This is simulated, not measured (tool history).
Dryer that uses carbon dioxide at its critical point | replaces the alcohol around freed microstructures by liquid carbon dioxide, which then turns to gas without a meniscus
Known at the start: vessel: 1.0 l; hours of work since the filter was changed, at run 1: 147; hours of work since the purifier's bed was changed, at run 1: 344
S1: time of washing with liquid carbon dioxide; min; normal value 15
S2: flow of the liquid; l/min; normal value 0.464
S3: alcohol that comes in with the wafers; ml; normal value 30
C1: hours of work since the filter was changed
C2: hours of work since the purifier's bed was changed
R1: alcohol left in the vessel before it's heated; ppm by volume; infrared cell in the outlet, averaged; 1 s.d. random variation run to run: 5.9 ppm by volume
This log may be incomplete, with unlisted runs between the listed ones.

| run | day | S1 | S2 | S3 | C1 | C2 | R1 |
|---|---|---|---|---|---|---|---|
| 1 | 0.000 | 15 | 0.464 | 30 | 147 | 344 | 397 |
| 2 | 0.942 | 15 | 0.464 | 30 | 161 | 358 | 401 |
|  | 1.488 | inlet filter changed |
| 3 | 1.550 | 15 | 0.464 | 30 | 1 | 366 | 346 |
| 4 | 2.271 | 15 | 0.464 | 43 | 12 | 377 | 451 |
| 5 | 2.742 | 15 | 0.464 | 43 | 18 | 384 | 437 |
| 6 | 3.683 | 15 | 0.464 | 30 | 32 | 397 | 363 |
| 7 | 4.421 | 10 | 0.402 | 103 | 43 | 408 | 6364 |
| 8 | 5.358 | 11 | 0.344 | 30 | 57 | 422 | 2369 |
| 9 | 6.321 | 10 | 0.464 | 120 | 71 | 436 | 4961 |

Forecast run 10:
| 10 | 7.183 | 10 | 0.578 | 21 | 83 | 449 | ? |

Run 10 produced R1 525 ppm by volume.
Had the tool carried no hidden state, the very same run would have given R1 322 ppm by volume.

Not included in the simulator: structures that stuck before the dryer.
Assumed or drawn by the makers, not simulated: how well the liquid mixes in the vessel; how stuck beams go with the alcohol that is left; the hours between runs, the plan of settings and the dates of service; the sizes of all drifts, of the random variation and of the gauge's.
